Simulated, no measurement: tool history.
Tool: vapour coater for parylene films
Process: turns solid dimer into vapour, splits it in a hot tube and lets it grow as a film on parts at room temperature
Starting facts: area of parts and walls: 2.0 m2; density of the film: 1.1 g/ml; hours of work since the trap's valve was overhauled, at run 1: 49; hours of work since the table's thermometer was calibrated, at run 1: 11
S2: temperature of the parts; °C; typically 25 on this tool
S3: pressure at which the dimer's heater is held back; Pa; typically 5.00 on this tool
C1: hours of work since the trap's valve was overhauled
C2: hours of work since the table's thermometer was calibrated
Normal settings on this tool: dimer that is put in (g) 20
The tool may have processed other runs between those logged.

{"run": 1, "hour": 0.0, "dimer that is put in (g)": 20, "S2": 25, "S3": 5.0, "C1": 49, "C2": 11, "thickness of the film (um)": 6.4}
{"run": 2, "hour": 15.8, "dimer that is put in (g)": 20, "S2": 25, "S3": 5.0, "C1": 57, "C2": 20, "thickness of the film (um)": 6.47}
{"run": 3, "hour": 22.9, "dimer that is put in (g)": 20, "S2": 25, "S3": 5.0, "C1": 61, "C2": 23, "thickness of the film (um)": 6.46}
{"run": 4, "hour": 30.8, "dimer that is put in (g)": 20, "S2": 25, "S3": 5.0, "C1": 65, "C2": 27, "thickness of the film (um)": 6.46}
{"run": 5, "hour": 45.6, "dimer that is put in (g)": 20, "S2": 25, "S3": 5.0, "C1": 72, "C2": 35, "thickness of the film (um)": 6.47}
{"run": 6, "hour": 55.6, "dimer that is put in (g)": 20, "S2": 25, "S3": 5.0, "C1": 78, "C2": 40, "thickness of the film (um)": 6.39}
{"run": 7, "hour": 68.0, "dimer that is put in (g)": 20, "S2": 25, "S3": 5.0, "C1": 84, "C2": 47, "thickness of the film (um)": 6.38}
{"run": 8, "hour": 77.7, "dimer that is put in (g)": 20, "S2": 25, "S3": 5.0, "C1": 89, "C2": 52, "thickness of the film (um)": 6.37}
{"run": 9, "hour": 87.5, "dimer that is put in (g)": 20, "S2": 25, "S3": 5.0, "C1": 94, "C2": 57, "thickness of the film (um)": 6.47}
{"run": 10, "hour": 103.2, "dimer that is put in (g)": 20, "S2": 25, "S3": 5.0, "C1": 103, "C2": 65, "thickness of the film (um)": 6.42}
{"run": 11, "hour": 119.7, "dimer that is put in (g)": 14, "S2": 25, "S3": 5.0, "C1": 111, "C2": 74, "thickness of the film (um)": 4.51}
{"run": 12, "hour": 133.4, "dimer that is put in (g)": 15, "S2": 27, "S3": 11.88, "C1": 118, "C2": 81, "thickness of the film (um)": 3.7}
{"run": 13, "hour": 141.3, "dimer that is put in (g)": 9, "S2": 25, "S3": 3.93, "C1": 122, "C2": 85, "thickness of the film (um)": 3.1}
{"run": 14, "hour": 149.4, "dimer that is put in (g)": 9, "S2": 17, "S3": 3.93, "C1": 127, "C2": 89, "thickness of the film (um)": 3.58}
{"run": 15, "hour": 158.9, "dimer that is put in (g)": 15, "S2": 33, "S3": 3.93, "C1": 132, "C2": 94, "thickness of the film (um)": 4.4}
{"run": 16, "hour": 167.3, "dimer that is put in (g)": 11, "S2": 25, "S3": 5.0, "C1": 136, "C2": 99, "thickness of the film (um)": 3.48}
{"run": 17, "hour": 177.3, "dimer that is put in (g)": 20, "S2": 25, "S3": 7.78, "C1": 141, "C2": 104, "thickness of the film (um)": 5.79}
{"run": 18, "hour": 184.5, "dimer that is put in (g)": 11, "S2": 21, "S3": 4.29, "C1": 145, "C2": 108, "thickness of the film (um)": 3.96}

Predict each of these 4 candidate next runs independently; none follows another, all start after run 18:
{"run": "A", "hour": 197.7, "dimer that is put in (g)": 19, "S2": 24, "S3": 4.75, "C1": 152, "C2": 115, "thickness of the film (um)": "?"}
{"run": "B", "hour": 197.7, "dimer that is put in (g)": 28, "S2": 25, "S3": 2.06, "C1": 152, "C2": 115, "thickness of the film (um)": "?"}
{"run": "C", "hour": 197.7, "dimer that is put in (g)": 12, "S2": 19, "S3": 6.13, "C1": 152, "C2": 115, "thickness of the film (um)": "?"}
{"run": "D", "hour": 197.7, "dimer that is put in (g)": 20, "S2": 32, "S3": 3.94, "C1": 152, "C2": 115, "thickness of the film (um)": "?"}

run=A thickness_of_the_film_(um)=6.24
run=B thickness_of_the_film_(um)=11.27
run=C thickness_of_the_film_(um)=4.05
run=D thickness_of_the_film_(um)=5.94
Stripped of hidden state, with their random variation kept, the same runs would have yielded:
run=A thickness_of_the_film_(um)=6.26
run=B thickness_of_the_film_(um)=11.30
run=C thickness_of_the_film_(um)=4.06
run=D thickness_of_the_film_(um)=5.96

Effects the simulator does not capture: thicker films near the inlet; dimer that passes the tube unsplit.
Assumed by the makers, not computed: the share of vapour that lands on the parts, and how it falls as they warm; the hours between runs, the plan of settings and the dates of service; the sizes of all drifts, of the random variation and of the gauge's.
